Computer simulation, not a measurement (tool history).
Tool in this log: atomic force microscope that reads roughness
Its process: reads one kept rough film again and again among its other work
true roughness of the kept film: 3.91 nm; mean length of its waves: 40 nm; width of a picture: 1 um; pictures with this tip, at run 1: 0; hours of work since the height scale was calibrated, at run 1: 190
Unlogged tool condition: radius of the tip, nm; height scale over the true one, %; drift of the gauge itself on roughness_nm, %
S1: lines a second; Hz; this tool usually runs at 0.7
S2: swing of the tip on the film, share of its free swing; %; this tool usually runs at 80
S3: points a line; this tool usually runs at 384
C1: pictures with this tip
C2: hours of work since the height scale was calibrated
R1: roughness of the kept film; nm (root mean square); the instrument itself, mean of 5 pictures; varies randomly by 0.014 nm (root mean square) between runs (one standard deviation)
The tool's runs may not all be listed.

Run 1, hour 0: usual settings; C1 0; C2 190. Result: R1 3.428 nm (root mean square).
Run 2, hour 9.3: usual settings; C1 12; C2 195. Result: R1 3.433 nm (root mean square).
Run 3, hour 20.7: usual settings; C1 25; C2 201. Result: R1 3.423 nm (root mean square).
Run 4, hour 38.4: usual settings but S2 58 %; C1 47; C2 210. Result: R1 3.547 nm (root mean square).
Run 5, hour 50.9: usual settings; C1 62; C2 217. Result: R1 3.336 nm (root mean square).
Run 6, hour 61.4: usual settings; C1 74; C2 223. Result: R1 3.341 nm (root mean square).
Run 7, hour 71.7: usual settings; C1 86; C2 228. Result: R1 3.347 nm (root mean square).
Run 8, hour 82.1: usual settings but S2 77 %; C1 99; C2 234. Result: R1 3.366 nm (root mean square).
Run 9, hour 97.6: usual settings; C1 118; C2 242. Result: R1 3.293 nm (root mean square).
Run 10, hour 115.5: usual settings; C1 139; C2 252. Result: R1 3.267 nm (root mean square).
Run 11, hour 126.3: usual settings; C1 152; C2 258. Result: R1 3.24 nm (root mean square).
Run 12, hour 144.7: usual settings; C1 174; C2 267. Result: R1 3.201 nm (root mean square).
Run 13, hour 156.5: usual settings; C1 188; C2 274. Result: R1 3.229 nm (root mean square).
Run 14, hour 169.4: usual settings; C1 204; C2 281. Result: R1 3.2 nm (root mean square).
Run 15, hour 182.6: usual settings but S1 3.212 Hz; C1 219; C2 288. Result: R1 2.52 nm (root mean square).
Run 16, hour 198.5: usual settings but S1 3.212 Hz; C1 239; C2 296. Result: R1 2.514 nm (root mean square).
At hour 204.2: new tip fitted.
Run 17, hour 211: usual settings but S2 76 %; C1 8; C2 303. Result: R1 3.492 nm (root mean square).
Run 18, hour 219.8: usual settings but S2 76 %; C1 19; C2 308. Result: R1 3.481 nm (root mean square).
Run 19, hour 233.1: usual settings but S1 0.606 Hz; C1 35; C2 315. Result: R1 3.403 nm (root mean square).
Run 20, hour 244.6: usual settings but S1 0.606 Hz; C1 48; C2 321. Result: R1 3.405 nm (root mean square).
Run 21, hour 252.4: usual settings but S1 0.644 Hz; C1 58; C2 325. Result: R1 3.396 nm (root mean square).
Run 22, hour 270.1: usual settings but S1 2.214 Hz; C1 79; C2 335. Result: R1 2.893 nm (root mean square).
Run 23, hour 282.6: usual settings but S1 2.214 Hz; C1 94; C2 341. Result: R1 2.898 nm (root mean square).
Run 24, hour 297.3: usual settings but S1 2.214 Hz, S2 75 %; C1 112; C2 349. Result: R1 3.004 nm (root mean square).
Run 25, hour 309: usual settings but S1 2.214 Hz, S2 75 %; C1 126; C2 355. Result: R1 2.99 nm (root mean square).
Run 26, hour 322.8: usual settings but S1 1.527 Hz, S2 56 %, S3 690; C1 142; C2 363. Result: R1 3.401 nm (root mean square).
Run 27, hour 332.4: usual settings but S1 1.527 Hz, S2 56 %, S3 690; C1 154; C2 368. Result: R1 3.351 nm (root mean square).
Run 28, hour 348.2: usual settings but S1 1.401 Hz, S2 59 %; C1 173; C2 376. Result: R1 3.301 nm (root mean square).
Run 29, hour 365: usual settings but S1 1.401 Hz, S2 59 %; C1 193; C2 386. Result: R1 3.313 nm (root mean square).
Run 30, hour 372.8: usual settings but S1 1.385 Hz, S3 395; C1 202; C2 390. Result: R1 2.978 nm (root mean square).
Run 31, hour 381.1: usual settings but S1 1.385 Hz, S3 395; C1 212; C2 394. Result: R1 2.977 nm (root mean square).
Run 32, hour 394.1: usual settings but S1 0.705 Hz, S3 600; C1 228; C2 401. Result: R1 3.192 nm (root mean square).
At hour 408: new tip fitted.
Run 33, hour 408: usual settings but S1 0.733 Hz, S2 73 %, S3 325; C1 0; C2 408. Result: R1 3.523 nm (root mean square).
Run 34, hour 417.3: usual settings but S1 3.077 Hz, S2 58 %, S3 427; C1 11; C2 413. Result: R1 3.376 nm (root mean square).
Run 35, hour 434.7: usual settings but S1 3.077 Hz, S2 59 %, S3 667; C1 32; C2 423. Result: R1 3.331 nm (root mean square).
Run 36, hour 453.3: usual settings but S2 71 %, S3 621; C1 54; C2 433. Result: R1 3.468 nm (root mean square).
Run 37, hour 464.3: usual settings but S1 0.858 Hz, S2 82 %; C1 67; C2 439. Result: R1 3.243 nm (root mean square).
Run 38, hour 472.3: usual settings but S1 0.858 Hz, S2 82 %; C1 77; C2 443. Result: R1 3.258 nm (root mean square).
Run 39, hour 487.3: usual settings but S1 0.749 Hz, S2 66 %, S3 507; C1 95; C2 451. Result: R1 3.447 nm (root mean square).
Run 40, hour 503.2: usual settings but S1 0.749 Hz, S2 64 %, S3 293; C1 114; C2 459. Result: R1 3.434 nm (root mean square).
Run 41, hour 518.1: usual settings but S1 0.749 Hz, S2 71 %, S3 390; C1 132; C2 467. Result: R1 3.359 nm (root mean square).
Run 42, hour 528.6: usual settings but S1 2.517 Hz, S2 75 %; C1 145; C2 473. Result: R1 2.893 nm (root mean square).
Run 43, hour 546.3: usual settings but S1 1.336 Hz, S3 539; C1 166; C2 483. Result: R1 3.046 nm (root mean square).
Run 44, hour 560.4: usual settings but S1 1.336 Hz, S3 539; C1 183; C2 490. Result: R1 3.021 nm (root mean square).
Run 45, hour 571.2: usual settings but S1 1.336 Hz, S2 64 %, S3 352; C1 196; C2 496. Result: R1 3.253 nm (root mean square).

Alternative continuations, all from the tool just after run 45; predict every row:
Run A, hour 586.8: usual settings but S1 3.524 Hz, S2 57 %, S3 329; C1 214; C2 504. Result: R1 ?.
Run B, hour 586.8: usual settings but S1 1.336 Hz, S2 78 %, S3 541; C1 214; C2 504. Result: R1 ?.
Run C, hour 586.8: usual settings but S1 2.463 Hz, S2 61 %, S3 967; C1 214; C2 504. Result: R1 ?.
Run D, hour 586.8: usual settings but S2 69 %; C1 214; C2 504. Result: R1 ?.

run     R1
  A  3.082
  B  2.998
  C  3.135
  D  3.288
The same runs, with their run-to-run variation unchanged, on a tool lacking any hidden condition would have given:
run     R1
  A  3.355
  B  3.264
  C  3.413
  D  3.578
